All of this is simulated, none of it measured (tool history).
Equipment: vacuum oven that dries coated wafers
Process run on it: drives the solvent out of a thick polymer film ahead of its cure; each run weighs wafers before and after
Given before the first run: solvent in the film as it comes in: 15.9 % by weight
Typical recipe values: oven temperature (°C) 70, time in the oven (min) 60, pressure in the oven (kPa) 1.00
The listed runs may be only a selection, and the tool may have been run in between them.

run    hour  oven temperature (°C)  time in the oven (min)  pressure in the oven (kPa)  solvent left in the film (%)
  1     0.0                     70                      60                        1.00                          3.90
  2    68.0                     70                      60                        1.00                          3.81
  3   146.0                     70                      60                        1.00                          3.83
  4   238.9                     70                      60                        1.00                          3.85
  5   286.2                     70                      60                        0.58                          3.27
  6   359.2                     70                      60                        0.59                          3.36
  7   435.5                     70                      60                        0.59                          3.27
  8   494.5                     70                      60                        0.59                          3.31
  9   581.0                     70                      60                        1.00                          3.67
 10   648.2                     70                      60                        1.00                          3.85
 11   741.2                     70                      60                        1.00                          3.80
 12   787.7                     70                      60                        1.00                          3.63
 13   834.2                     70                      60                        3.04                          5.89
 14   874.2                     70                      74                        1.00                          3.01
 15   932.3                     70                      74                        1.00                          2.96
      958.5  -- oven's thermocouples calibrated
 16  1003.9                     70                      74                        1.00                          4.09
 17  1069.7                     70                      74                        3.75                          7.21
 18  1130.7                     70                      74                        3.75                          7.20
 19  1174.2                     70                      74                        3.75                          7.08
     1181.8  -- vacuum gauge cleaned of residue and calibrated
 20  1233.9                     70                      74                        1.29                          4.42
 21  1281.0                     70                      60                        1.00                          4.85
 22  1320.4                     70                      60                        1.00                          4.70
 23  1403.0                     70                      32                        1.00                          7.55
     1438.9  -- vacuum gauge cleaned of residue and calibrated, once more
 24  1448.1                     70                      32                        1.00                          6.89
 25  1486.2                     70                      32                        1.00                          7.12
 26  1555.4                     71                      60                        3.46                          6.64
 27  1596.0                     71                      60                        3.46                          6.59
 28  1685.7                     66                      79                        0.56                          4.28
 29  1773.2                     66                      79                        0.56                          4.21
 30  1852.3                     67                     100                        1.73                          4.41
 31  1940.6                     65                      87                        2.06                          6.09
 32  1997.1                     65                      87                        2.06                          6.12

Run 33 comes next. What will it give?
 33  2082.7                     57                      87                        2.06                             ?

Run 33 produced solvent left in the film (%) 9.34.
If the tool had no hidden condition, the same run with the same run-to-run variation would have returned solvent left in the film (%) 9.59.

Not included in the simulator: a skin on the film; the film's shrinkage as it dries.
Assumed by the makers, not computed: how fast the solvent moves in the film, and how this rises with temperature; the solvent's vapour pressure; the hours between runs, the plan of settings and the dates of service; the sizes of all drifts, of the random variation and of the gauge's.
